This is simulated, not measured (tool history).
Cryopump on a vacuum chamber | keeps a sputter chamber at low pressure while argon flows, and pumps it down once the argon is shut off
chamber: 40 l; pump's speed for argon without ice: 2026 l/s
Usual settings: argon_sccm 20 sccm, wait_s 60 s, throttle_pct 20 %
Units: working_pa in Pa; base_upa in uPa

run   hour  argon_sccm  wait_s  throttle_pct  working_pa  base_upa
  1      0          20      60            20      0.0843      0.57
  2      8          20      60            21      0.0795      0.56
  3   16.8          20      60            28      0.0602      0.57
  4   31.3          20      60            28      0.0605      0.54
  5   45.3          20      60            23      0.0732      0.55
  6   56.2          20      60            23      0.0723      0.58
  7   65.6          17      60            23      0.0613      0.58
  8   73.2          17      60            23      0.0621      0.57
  9   86.2          17     282            23      0.0616      0.33
 10   97.5          20      60            20      0.0842      0.53
 11  109.4          20      52            20      0.0849       0.6
 12    119          24      52            32      0.0632      0.58
 13  131.1          20      72            20      0.0831      0.54
 14  145.6          20      60            25      0.0679      0.61
 15    157           9      83            20      0.0372       0.5
 16  169.5           9      83            20      0.0375      0.46
 17  185.2          33      43            20      0.1384      0.67
 18  195.9          13      23            27      0.0403      1.04
 19  212.9          20     157            18      0.0939      0.37
 20  224.3          24      60            28       0.072       0.6
 21  235.8          20      26            20      0.0848      0.97
 22  245.7          20      26            20      0.0843      0.96

The same runs without the tool's hidden state, with the same run-to-run variation:
The hidden state here: pump's speed, % of a pump's without ice; cold plate's temperature, K; leak into the chamber, uPa l/s; drift of the gauge itself on working_pa, %; drift of the gauge itself on base_upa, %.
run  working_pa  base_upa
  1      0.0839      0.47
  2      0.0791      0.46
  3      0.0598      0.46
  4        0.06      0.44
  5      0.0727      0.44
  6      0.0718      0.47
  7      0.0608      0.47
  8      0.0616      0.47
  9      0.0611      0.23
 10      0.0836      0.42
 11      0.0843      0.49
 12      0.0625      0.47
 13      0.0825      0.43
 14      0.0673      0.49
 15      0.0369      0.39
 16      0.0372      0.35
 17      0.1373      0.56
 18      0.0399      0.92
 19      0.0932      0.26
 20      0.0711      0.48
 21       0.084      0.85
 22      0.0835      0.84
